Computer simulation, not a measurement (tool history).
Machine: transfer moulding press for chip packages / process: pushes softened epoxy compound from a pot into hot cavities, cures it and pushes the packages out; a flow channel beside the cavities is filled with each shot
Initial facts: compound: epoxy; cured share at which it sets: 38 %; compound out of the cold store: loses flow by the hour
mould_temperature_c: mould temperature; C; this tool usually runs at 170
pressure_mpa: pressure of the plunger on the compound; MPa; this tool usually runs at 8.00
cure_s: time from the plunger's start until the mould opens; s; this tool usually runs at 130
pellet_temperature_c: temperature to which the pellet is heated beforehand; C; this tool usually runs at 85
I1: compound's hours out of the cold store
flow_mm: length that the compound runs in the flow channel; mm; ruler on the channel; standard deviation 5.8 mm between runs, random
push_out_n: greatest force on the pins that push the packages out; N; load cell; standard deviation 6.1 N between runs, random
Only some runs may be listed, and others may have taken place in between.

run 1 day=0.000 | mould_temperature_c=170 pressure_mpa=8.00 cure_s=130 pellet_temperature_c=85 | I1=11.0 | flow_mm=766 push_out_n=267
run 2 day=0.429 | mould_temperature_c=170 pressure_mpa=8.00 cure_s=130 pellet_temperature_c=85 | I1=40.8 | flow_mm=697 push_out_n=274
run 3 day=0.762 | mould_temperature_c=170 pressure_mpa=8.00 cure_s=130 pellet_temperature_c=85 | I1=21.4 | flow_mm=737 push_out_n=270
run 4 day=1.142 | mould_temperature_c=170 pressure_mpa=8.00 cure_s=130 pellet_temperature_c=85 | I1=33.1 | flow_mm=708 push_out_n=290
run 5 day=1.567 | mould_temperature_c=170 pressure_mpa=8.00 cure_s=130 pellet_temperature_c=85 | I1=34.4 | flow_mm=704 push_out_n=306
run 6 day=1.821 | mould_temperature_c=170 pressure_mpa=8.00 cure_s=130 pellet_temperature_c=85 | I1=12.6 | flow_mm=759 push_out_n=316
-- day=1.950 cavities cleaned with cleaning compound and waxed
run 7 day=2.212 | mould_temperature_c=170 pressure_mpa=7.26 cure_s=130 pellet_temperature_c=85 | I1=32.2 | flow_mm=667 push_out_n=252
run 8 day=2.621 | mould_temperature_c=170 pressure_mpa=7.26 cure_s=130 pellet_temperature_c=85 | I1=41.8 | flow_mm=640 push_out_n=256
run 9 day=2.971 | mould_temperature_c=170 pressure_mpa=7.26 cure_s=130 pellet_temperature_c=85 | I1=42.7 | flow_mm=635 push_out_n=271
run 10 day=3.171 | mould_temperature_c=170 pressure_mpa=8.00 cure_s=130 pellet_temperature_c=94 | I1=38.4 | flow_mm=684 push_out_n=264
run 11 day=3.367 | mould_temperature_c=170 pressure_mpa=8.00 cure_s=130 pellet_temperature_c=94 | I1=45.0 | flow_mm=668 push_out_n=274
run 12 day=3.708 | mould_temperature_c=170 pressure_mpa=8.00 cure_s=137 pellet_temperature_c=85 | I1=33.1 | flow_mm=700 push_out_n=283
run 13 day=3.971 | mould_temperature_c=170 pressure_mpa=8.00 cure_s=159 pellet_temperature_c=85 | I1=35.7 | flow_mm=679 push_out_n=287
run 14 day=4.400 | mould_temperature_c=170 pressure_mpa=6.35 cure_s=130 pellet_temperature_c=85 | I1=39.0 | flow_mm=619 push_out_n=310
-- day=4.542 cavities cleaned with cleaning compound and waxed
run 15 day=4.700 | mould_temperature_c=170 pressure_mpa=6.35 cure_s=130 pellet_temperature_c=85 | I1=29.7 | flow_mm=618 push_out_n=243
run 16 day=5.075 | mould_temperature_c=163 pressure_mpa=8.00 cure_s=155 pellet_temperature_c=85 | I1=26.3 | flow_mm=744 push_out_n=288
run 17 day=5.429 | mould_temperature_c=163 pressure_mpa=8.00 cure_s=155 pellet_temperature_c=85 | I1=44.3 | flow_mm=685 push_out_n=292
run 18 day=5.883 | mould_temperature_c=173 pressure_mpa=9.00 cure_s=127 pellet_temperature_c=79 | I1=35.9 | flow_mm=717 push_out_n=275
run 19 day=6.308 | mould_temperature_c=167 pressure_mpa=8.00 cure_s=130 pellet_temperature_c=83 | I1=9.3 | flow_mm=752 push_out_n=342
run 20 day=6.550 | mould_temperature_c=176 pressure_mpa=8.00 cure_s=152 pellet_temperature_c=87 | I1=33.2 | flow_mm=665 push_out_n=265
run 21 day=6.962 | mould_temperature_c=170 pressure_mpa=8.06 cure_s=130 pellet_temperature_c=94 | I1=42.4 | flow_mm=661 push_out_n=302
-- day=7.154 cavities cleaned with cleaning compound and waxed
run 22 day=7.229 | mould_temperature_c=170 pressure_mpa=7.16 cure_s=130 pellet_temperature_c=92 | I1=9.0 | flow_mm=707 push_out_n=222
run 23 day=7.638 | mould_temperature_c=174 pressure_mpa=9.21 cure_s=122 pellet_temperature_c=85 | I1=42.6 | flow_mm=700 push_out_n=221
run 24 day=8.088 | mould_temperature_c=174 pressure_mpa=9.21 cure_s=122 pellet_temperature_c=85 | I1=33.3 | flow_mm=718 push_out_n=258

Below are 4 alternative next runs, each starting from the tool's condition after run 24. Predict each:
run A day=8.438 | mould_temperature_c=174 pressure_mpa=9.21 cure_s=116 pellet_temperature_c=85 | I1=37.9 | flow_mm=? push_out_n=?
run B day=8.438 | mould_temperature_c=170 pressure_mpa=9.49 cure_s=130 pellet_temperature_c=85 | I1=20.4 | flow_mm=? push_out_n=?
run C day=8.438 | mould_temperature_c=171 pressure_mpa=8.00 cure_s=130 pellet_temperature_c=85 | I1=19.8 | flow_mm=? push_out_n=?
run D day=8.438 | mould_temperature_c=174 pressure_mpa=9.21 cure_s=136 pellet_temperature_c=85 | I1=41.7 | flow_mm=? push_out_n=?

run=A flow_mm=703 push_out_n=278
run=B flow_mm=765 push_out_n=285
run=C flow_mm=706 push_out_n=278
run=D flow_mm=685 push_out_n=251
What these runs would have given with no unlogged condition in the tool:
run=A flow_mm=748 push_out_n=230
run=B flow_mm=815 push_out_n=236
run=C flow_mm=752 push_out_n=229
run=D flow_mm=729 push_out_n=206

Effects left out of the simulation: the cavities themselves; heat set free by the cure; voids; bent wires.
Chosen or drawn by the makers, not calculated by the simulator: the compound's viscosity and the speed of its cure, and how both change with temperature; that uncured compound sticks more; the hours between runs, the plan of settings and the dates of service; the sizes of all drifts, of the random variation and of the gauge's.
